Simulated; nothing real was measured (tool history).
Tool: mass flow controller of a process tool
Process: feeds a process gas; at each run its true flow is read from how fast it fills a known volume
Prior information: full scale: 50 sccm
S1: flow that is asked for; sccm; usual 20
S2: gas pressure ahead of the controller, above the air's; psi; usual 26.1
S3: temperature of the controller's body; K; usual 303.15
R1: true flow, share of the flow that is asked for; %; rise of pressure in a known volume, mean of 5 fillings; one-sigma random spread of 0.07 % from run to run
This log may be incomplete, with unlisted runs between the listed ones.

run,hour,S1,S2,S3,R1
1,0.0,20,26.1,303.15,98.12
2,116.1,20,26.1,303.15,98.13
3,230.8,20,26.1,303.15,98.22
4,358.3,20,26.1,303.15,98.24
5,562.3,20,39.6,303.15,98.93
6,685.7,20,26.1,303.15,98.14
7,807.6,20,26.1,303.15,98.11
8,935.4,20,26.1,303.15,98.18
9,1144.9,20,26.1,303.15,98.21
10,1306.8,20,26.1,303.15,98.26
11,1417.0,20,26.1,303.15,98.21
12,1518.9,20,26.1,303.15,98.21
13,1628.4,18,22.9,294.15,98.73
14,1759.0,18,22.9,294.15,98.82
15,1870.8,13,20.9,300.15,97.88
16,1965.6,9,31.9,295.15,98.86
17,2083.2,9,31.9,295.15,98.84
18,2274.1,5,30.9,298.15,98.36
19,2392.0,5,30.9,298.15,98.48
20,2576.0,37,23.5,294.15,99.56
21,2776.1,37,23.5,294.15,99.53
22,2879.7,44,38.4,303.15,99.65
23,3051.8,44,38.4,303.15,99.86

What if the next run were any one of these 3? Each begins from the tool's condition after run 23:
A,3215.4,29,26.1,296.15,?
B,3215.4,12,26.8,303.15,?
C,3215.4,5,32.8,305.15,?

run,R1
A,99.23
B,97.93
C,97.72
Had the tool no hidden state, the same runs would have come out as:
run,R1
A,99.23
B,97.93
C,97.70
